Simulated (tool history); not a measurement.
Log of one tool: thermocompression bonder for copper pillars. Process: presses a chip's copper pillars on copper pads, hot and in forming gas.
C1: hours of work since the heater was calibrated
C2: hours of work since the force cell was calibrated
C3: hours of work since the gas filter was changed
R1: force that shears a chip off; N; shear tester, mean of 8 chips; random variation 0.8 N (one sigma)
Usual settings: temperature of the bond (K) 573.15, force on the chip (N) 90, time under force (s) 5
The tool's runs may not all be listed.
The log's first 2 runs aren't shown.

Run 3, day 0.588: usual settings but time under force (s) 7; C1 61; C2 316; C3 37. Result: R1 65.1 N.
Run 4, day 1.038: usual settings; C1 69; C2 324; C3 45. Result: R1 60.7 N.
Run 5, day 1.321: usual settings; C1 75; C2 330; C3 51. Result: R1 61.1 N.
Run 6, day 1.762: usual settings; C1 83; C2 338; C3 59. Result: R1 60 N.
Run 7, day 2.104: usual settings; C1 89; C2 344; C3 65. Result: R1 60.4 N.
Run 8, day 2.638: usual settings but time under force (s) 14; C1 99; C2 354; C3 75. Result: R1 71.7 N.
Run 9, day 3.108: usual settings; C1 108; C2 363; C3 84. Result: R1 58.3 N.
Run 10, day 3.471: usual settings; C1 115; C2 370; C3 91. Result: R1 57 N.
Run 11, day 3.879: usual settings; C1 122; C2 377; C3 99. Result: R1 58.9 N.
At day 4.054: forming gas filter changed.
Run 12, day 4.429: usual settings; C1 132; C2 387; C3 7. Result: R1 63.2 N.
Run 13, day 4.896: usual settings but temperature of the bond (K) 589.15; C1 141; C2 396; C3 16. Result: R1 71.6 N.
Run 14, day 5.442: usual settings but temperature of the bond (K) 565.15; C1 151; C2 406; C3 26. Result: R1 60 N.
Run 15, day 5.95: usual settings but temperature of the bond (K) 565.15; C1 161; C2 416; C3 35. Result: R1 60.3 N.
Run 16, day 6.512: usual settings but force on the chip (N) 58; C1 171; C2 426; C3 46. Result: R1 48.4 N.
Run 17, day 6.988: usual settings but force on the chip (N) 58; C1 180; C2 435; C3 55. Result: R1 47.9 N.
Run 18, day 7.296: usual settings but force on the chip (N) 58; C1 186; C2 441; C3 61. Result: R1 47.7 N.
Run 19, day 7.7: usual settings but force on the chip (N) 123; C1 194; C2 449; C3 68. Result: R1 67.9 N.
Run 20, day 8.029: usual settings; C1 200; C2 455; C3 74. Result: R1 60.4 N.
Run 21, day 8.517: usual settings but temperature of the bond (K) 545.15, force on the chip (N) 70, time under force (s) 7; C1 209; C2 464; C3 84. Result: R1 42 N.
Run 22, day 8.904: usual settings but temperature of the bond (K) 549.15, force on the chip (N) 55, time under force (s) 7; C1 216; C2 471; C3 91. Result: R1 37.7 N.
Run 23, day 9.188: usual settings but temperature of the bond (K) 593.15; C1 222; C2 477; C3 96. Result: R1 66.3 N.
At day 9.508: forming gas filter changed.
Run 24, day 9.738: usual settings but temperature of the bond (K) 572.15, force on the chip (N) 73, time under force (s) 14; C1 231; C2 486; C3 4. Result: R1 72.5 N.
Run 25, day 9.988: usual settings but temperature of the bond (K) 555.15, time under force (s) 4; C1 236; C2 491; C3 9. Result: R1 51.9 N.

Run 26 comes next. What will it give?
Run 26, day 10.304: usual settings but temperature of the bond (K) 562.15, time under force (s) 4; C1 242; C2 497; C3 15. Result: R1 ?.

R1: 53.9 N
Without the tool's hidden state the same run would have given R1 52.6 N.
